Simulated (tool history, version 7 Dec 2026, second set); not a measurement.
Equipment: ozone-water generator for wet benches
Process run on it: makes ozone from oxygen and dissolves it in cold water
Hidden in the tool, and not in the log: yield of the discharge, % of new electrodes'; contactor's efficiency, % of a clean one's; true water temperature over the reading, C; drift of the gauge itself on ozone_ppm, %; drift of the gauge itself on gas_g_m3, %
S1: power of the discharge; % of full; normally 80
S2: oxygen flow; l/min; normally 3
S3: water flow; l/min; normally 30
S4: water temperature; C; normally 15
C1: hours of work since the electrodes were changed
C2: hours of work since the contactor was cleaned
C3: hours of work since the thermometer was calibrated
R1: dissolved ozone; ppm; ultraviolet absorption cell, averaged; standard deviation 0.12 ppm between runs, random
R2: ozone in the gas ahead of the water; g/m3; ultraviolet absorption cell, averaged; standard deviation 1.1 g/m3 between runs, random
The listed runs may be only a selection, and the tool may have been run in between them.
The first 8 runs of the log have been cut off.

run,day,S1,S2,S3,S4,C1,C2,C3,R1,R2
9,7.217,58,3,30,15,254,682,2357,9.9,168
10,7.812,58,3,30,15,268,696,2370,10.4,168
11,8.896,58,3,30,15,292,720,2395,10.2,167.2
12,9.992,80,3,43,15,317,745,2420,8.6,206.3
13,11.067,80,3,43,15,342,770,2445,8.6,205.2
14,12.246,80,3,30,15,369,797,2471,12.4,205.3
15,12.988,80,3,22,15,386,813,2488,16.5,204.2
16,13.717,80,3,22,15,402,830,2505,16.8,205
17,14.921,80,3,22,15,430,857,2532,16.6,207.4
18,15.517,80,3.72,30,15,443,871,2546,12.6,176.9
19,16.312,80,3.72,30,15,461,889,2564,12.7,176.4
20,17.121,80,2.63,46,15,480,908,2582,7.9,224.1
21,17.654,80,2.63,46,15,492,920,2594,7.7,225.7
22,18.192,94,1.78,30,15,504,932,2607,12.8,323
23,19.121,94,1.78,30,15,525,953,2628,13,326.7
24,20.338,63,5.21,35,13,553,981,2655,9.7,122.1
25,21.371,67,3.07,46,13,576,1004,2679,7.1,180.6
26,21.917,67,3.07,30,13,589,1017,2691,11.4,181
27,23.117,67,3.07,19,11,616,1044,2719,17.6,182.2
28,23.788,64,4.94,40,14,631,1059,2734,8.6,126
29,24.712,69,3.18,30,15,652,1080,2755,11.5,180.5
30,25.479,50,3,36,22,670,1098,2773,7.4,153.4
31,26.517,50,3,36,22,694,1121,2796,7.3,152.9
32,27.412,89,5.09,19,15,714,1142,2817,19.7,153
33,28.408,48,4.59,19,15,737,1164,2839,13.4,110.8

Each row is a separate what-if for the run after 33, all from the same tool condition, not one after another. Results?
A,29.671,64,3,34,8,765,1193,2868,?,?
B,29.671,88,4.59,19,15,765,1193,2868,?,?
C,29.671,68,3,30,7,765,1193,2868,?,?

run,R1,R2
A,9.9,179.6
B,19.5,164.3
C,11.6,187.7
Without the tool's hidden state the same runs would have given:
run,R1,R2
A,9.9,179.6
B,19.5,164.3
C,11.6,187.8
